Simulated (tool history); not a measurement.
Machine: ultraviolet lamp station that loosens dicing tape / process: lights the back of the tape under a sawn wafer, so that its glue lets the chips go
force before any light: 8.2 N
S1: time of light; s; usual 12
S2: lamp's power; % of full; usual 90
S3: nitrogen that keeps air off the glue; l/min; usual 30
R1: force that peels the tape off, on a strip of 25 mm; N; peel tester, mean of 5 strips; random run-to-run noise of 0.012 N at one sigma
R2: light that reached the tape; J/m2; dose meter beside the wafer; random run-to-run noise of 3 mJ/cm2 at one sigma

run   hour  S1  S2  S3     R1    R2
  1    0.0  12  90  30  0.635  3910
  2   21.0  12  69  30  1.127  2970
  3   35.4  12  69  30  1.183  2970
      38.0  -- window cleaned of glue's vapour
  4   65.3  12  90  11  1.212  4220
  5   78.8  12  90  11  1.293  4180
  6   96.6  12  94  30  0.524  4320
  7  126.2  12  95  30  0.540  4310
  8  148.9  12  95  30  0.543  4280
  9  178.9  12  95  30  0.546  4240
 10  194.1  12  90  30  0.645  3990
 11  210.6  12  90  30  0.676  3980
 12  239.4  11  86  58  0.529  3500
 13  267.6  11  86  58  0.590  3400
 14  282.8  19  64  33  0.477  4340
 15  309.5  19  64  33  0.517  4360
 16  329.7  15  78  18  0.870  4140
 17  347.9  17  78  12  0.944  4700
 18  366.4  20  82  44  0.199  5790
 19  395.5  12  92  10  1.599  3890
 20  423.4   7  79  14  3.056  1920
 21  448.5  13  80  11  1.690  3550
 22  471.3  22  90  27  0.200  6740

Below are 4 alternative next runs, each starting from the tool's condition after run 22. Predict each:
  A  484.4  13  79  23   ?   ?
  B  484.4  16  83  29   ?   ?
  C  484.4  14  90  27   ?   ?
  D  484.4  14  67  19   ?   ?

run     R1    R2
  A  1.064  3430
  B  0.524  4420
  C  0.616  4210
  D  1.443  3170
Without the tool's unlogged condition, the same runs would have read:
run     R1    R2
  A  0.734  4110
  B  0.339  5300
  C  0.402  5040
  D  1.042  3800
